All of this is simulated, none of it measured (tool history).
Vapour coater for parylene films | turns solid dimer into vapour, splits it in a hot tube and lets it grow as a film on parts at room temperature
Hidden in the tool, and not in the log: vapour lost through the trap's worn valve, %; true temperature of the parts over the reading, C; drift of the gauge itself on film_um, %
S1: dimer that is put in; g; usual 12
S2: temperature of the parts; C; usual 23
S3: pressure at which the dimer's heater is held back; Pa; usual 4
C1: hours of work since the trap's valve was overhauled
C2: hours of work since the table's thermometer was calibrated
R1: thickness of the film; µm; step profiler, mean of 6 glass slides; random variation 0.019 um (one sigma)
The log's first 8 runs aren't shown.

run,hour,S1,S2,S3,C1,C2,R1
9,340.8,12,23,4,29,1171,2.58
10,403.6,12,23,4,64,1206,2.56
11,443.6,12,23,4,86,1229,2.54
12,474.6,14,23,4,104,1246,2.96
13,510.5,14,23,4,124,1266,2.91
14,558.9,14,23,4,151,1293,2.94
15,589.6,14,23,4,168,1311,2.96
16,625.3,14,23,4,188,1331,2.94
17,673.3,14,23,4,215,1358,2.88
18,732.3,11,19,2.52,248,1391,2.5
19,772.5,16,15,5.11,270,1413,3.72
20,839.7,16,15,5.11,308,1451,3.71
21,886.5,13,23,4,334,1477,2.63
22,929.7,11,23,2.42,359,1501,2.23
# hour 980.9: table's thermometer calibrated
23,989.5,11,23,2.42,392,5,2.3
# hour 1040.2: trap's valve overhauled
24,1047.5,21,18,2.42,4,35,5.16
25,1106.7,13,27,5.04,37,68,2.59
26,1173.5,7,33,3.65,75,106,1.28
27,1240,10,30,4,112,143,1.88
28,1275.7,21,18,2.55,132,163,4.97
29,1333.2,5,18,4.46,164,195,1.18

The next listed run, before its measurement:
30,1383.4,7,18,4.64,192,223,?

{"run 30": {"R1": 1.6}}
Without the tool's hidden state the same run would have given R1 1.69 µm.
